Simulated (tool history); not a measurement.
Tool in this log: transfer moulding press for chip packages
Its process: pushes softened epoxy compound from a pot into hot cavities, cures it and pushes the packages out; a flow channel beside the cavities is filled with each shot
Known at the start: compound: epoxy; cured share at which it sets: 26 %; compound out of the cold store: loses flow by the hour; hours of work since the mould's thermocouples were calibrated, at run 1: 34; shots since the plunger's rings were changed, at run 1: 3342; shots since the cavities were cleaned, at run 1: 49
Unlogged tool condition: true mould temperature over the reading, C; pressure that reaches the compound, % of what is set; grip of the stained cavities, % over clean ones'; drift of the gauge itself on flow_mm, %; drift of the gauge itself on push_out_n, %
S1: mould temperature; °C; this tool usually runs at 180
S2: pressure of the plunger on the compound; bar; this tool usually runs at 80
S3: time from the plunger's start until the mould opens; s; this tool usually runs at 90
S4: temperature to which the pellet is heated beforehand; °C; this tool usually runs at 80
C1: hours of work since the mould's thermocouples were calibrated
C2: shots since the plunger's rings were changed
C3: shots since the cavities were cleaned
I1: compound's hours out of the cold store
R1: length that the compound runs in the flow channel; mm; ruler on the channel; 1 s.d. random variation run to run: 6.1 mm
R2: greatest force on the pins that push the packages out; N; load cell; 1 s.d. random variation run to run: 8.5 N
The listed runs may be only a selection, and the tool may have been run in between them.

| run | day | S1 | S2 | S3 | S4 | C1 | C2 | C3 | I1 | R1 | R2 |
|---|---|---|---|---|---|---|---|---|---|---|---|
| 1 | 0 | 180 | 80 | 90 | 80 | 34 | 3342 | 49 | 18.9 | 680 | 376 |
| 2 | 0.925 | 180 | 80 | 90 | 80 | 47 | 3621 | 328 | 41.1 | 637 | 367 |
| 3 | 1.371 | 180 | 80 | 90 | 80 | 53 | 3755 | 462 | 9 | 718 | 376 |
|  | 1.838 | cavities cleaned with cleaning compound and waxed |
| 4 | 2.154 | 180 | 80 | 90 | 80 | 63 | 3972 | 95 | 29.8 | 654 | 373 |
| 5 | 2.892 | 180 | 80 | 85 | 80 | 73 | 4195 | 318 | 22.2 | 673 | 442 |
|  | 3.846 | plunger's sealing rings changed |
|  | 3.908 | cavities cleaned with cleaning compound and waxed |
| 6 | 3.954 | 180 | 80 | 85 | 80 | 85 | 13 | 13 | 34.7 | 654 | 410 |
| 7 | 4.733 | 180 | 80 | 85 | 80 | 96 | 248 | 248 | 45.7 | 641 | 419 |
| 8 | 5.379 | 180 | 84.7 | 90 | 80 | 105 | 442 | 442 | 9.8 | 727 | 387 |
|  | 5.9 | cavities cleaned with cleaning compound and waxed |
| 9 | 6.079 | 180 | 84.7 | 90 | 80 | 114 | 635 | 55 | 24.3 | 703 | 373 |
| 10 | 7.079 | 180 | 84.7 | 90 | 80 | 127 | 936 | 356 | 16 | 709 | 384 |
| 11 | 7.629 | 180 | 84.7 | 90 | 80 | 135 | 1101 | 521 | 25.2 | 685 | 374 |
|  | 7.846 | cavities cleaned with cleaning compound and waxed |
| 12 | 8.225 | 180 | 80 | 90 | 80 | 142 | 1262 | 114 | 45.7 | 619 | 377 |
| 13 | 8.888 | 180 | 80 | 90 | 80 | 151 | 1462 | 314 | 16.5 | 678 | 372 |
| 14 | 9.317 | 180 | 80 | 90 | 80 | 157 | 1591 | 443 | 36.4 | 649 | 395 |
|  | 9.829 | cavities cleaned with cleaning compound and waxed |
| 15 | 10.238 | 180 | 80 | 90 | 80 | 169 | 1850 | 124 | 14.3 | 690 | 373 |
| 16 | 11.179 | 180 | 80 | 108 | 80 | 182 | 2134 | 408 | 8.5 | 706 | 311 |
|  | 11.783 | cavities cleaned with cleaning compound and waxed |
| 17 | 12.246 | 186 | 80 | 90 | 75 | 196 | 2436 | 140 | 9.1 | 700 | 331 |
| 18 | 13.05 | 186 | 80 | 90 | 75 | 207 | 2678 | 382 | 13.7 | 682 | 329 |
|  | 13.725 | cavities cleaned with cleaning compound and waxed |
| 19 | 13.85 | 186 | 80 | 90 | 75 | 217 | 2901 | 38 | 17.3 | 668 | 328 |
| 20 | 14.783 | 179 | 80 | 101 | 80 | 230 | 3182 | 319 | 19.4 | 680 | 331 |
| 21 | 15.242 | 186 | 61.4 | 90 | 80 | 236 | 3320 | 457 | 41.1 | 543 | 323 |
|  | 15.671 | cavities cleaned with cleaning compound and waxed |
| 22 | 16.138 | 178 | 80 | 74 | 80 | 248 | 3571 | 141 | 23.1 | 675 | 633 |
| 23 | 16.667 | 178 | 80 | 74 | 80 | 255 | 3730 | 300 | 37.2 | 647 | 623 |
| 24 | 17.204 | 178 | 80 | 74 | 80 | 262 | 3891 | 461 | 26.3 | 671 | 659 |
|  | 17.617 | cavities cleaned with cleaning compound and waxed |
| 25 | 18.033 | 178 | 80 | 74 | 80 | 273 | 4123 | 126 | 33.3 | 649 | 654 |
| 26 | 18.567 | 178 | 80 | 118 | 89 | 280 | 4284 | 287 | 21.2 | 672 | 323 |
|  | 19.221 | plunger's sealing rings changed |
| 27 | 19.317 | 178 | 80 | 118 | 89 | 289 | 29 | 481 | 11.6 | 696 | 318 |
|  | 19.646 | cavities cleaned with cleaning compound and waxed |
| 28 | 19.892 | 180 | 80 | 89 | 77 | 296 | 183 | 74 | 45.9 | 613 | 371 |

Hidden state at the last listed run before each entry between runs and at the first one after, where it differs:
From run 3 to run 4: cavities cleaned with cleaning compound and waxed (day 1.838)
  pressure that reaches the compound, % of what is set: 99.54 -> 99.51; grip of the stained cavities, % over clean ones': 1 -> 0.3
From run 5 to run 6: plunger's sealing rings changed (day 3.846); cavities cleaned with cleaning compound and waxed (day 3.908)
  pressure that reaches the compound, % of what is set: 99.49 -> 100; grip of the stained cavities, % over clean ones': 0.7 -> 0.2
From run 8 to run 9: cavities cleaned with cleaning compound and waxed (day 5.9)
  pressure that reaches the compound, % of what is set: 99.95 -> 99.92; grip of the stained cavities, % over clean ones': 1 -> 0.2
From run 11 to run 12: cavities cleaned with cleaning compound and waxed (day 7.846)
  pressure that reaches the compound, % of what is set: 99.87 -> 99.85; grip of the stained cavities, % over clean ones': 1 -> 0.4
From run 14 to run 15: cavities cleaned with cleaning compound and waxed (day 9.829)
  pressure that reaches the compound, % of what is set: 99.81 -> 99.77; grip of the stained cavities, % over clean ones': 1 -> 0.3
From run 16 to run 17: cavities cleaned with cleaning compound and waxed (day 11.783)
  pressure that reaches the compound, % of what is set: 99.74 -> 99.7; grip of the stained cavities, % over clean ones': 0.9 -> 0.3
From run 18 to run 19: cavities cleaned with cleaning compound and waxed (day 13.725)
  pressure that reaches the compound, % of what is set: 99.67 -> 99.64; grip of the stained cavities, % over clean ones': 0.8 -> 0.1
From run 21 to run 22: cavities cleaned with cleaning compound and waxed (day 15.671)
  pressure that reaches the compound, % of what is set: 99.59 -> 99.56; grip of the stained cavities, % over clean ones': 0.9 -> 0.4
From run 24 to run 25: cavities cleaned with cleaning compound and waxed (day 17.617)
  true mould temperature over the reading, C: 0.01 -> 0.02; pressure that reaches the compound, % of what is set: 99.52 -> 99.49; grip of the stained cavities, % over clean ones': 0.9 -> 0.3
From run 26 to run 27: plunger's sealing rings changed (day 19.221)
  pressure that reaches the compound, % of what is set: 99.47 -> 99.98; grip of the stained cavities, % over clean ones': 0.6 -> 1
From run 27 to run 28: cavities cleaned with cleaning compound and waxed (day 19.646)
  pressure that reaches the compound, % of what is set: 99.98 -> 99.96; grip of the stained cavities, % over clean ones': 1 -> 0.2
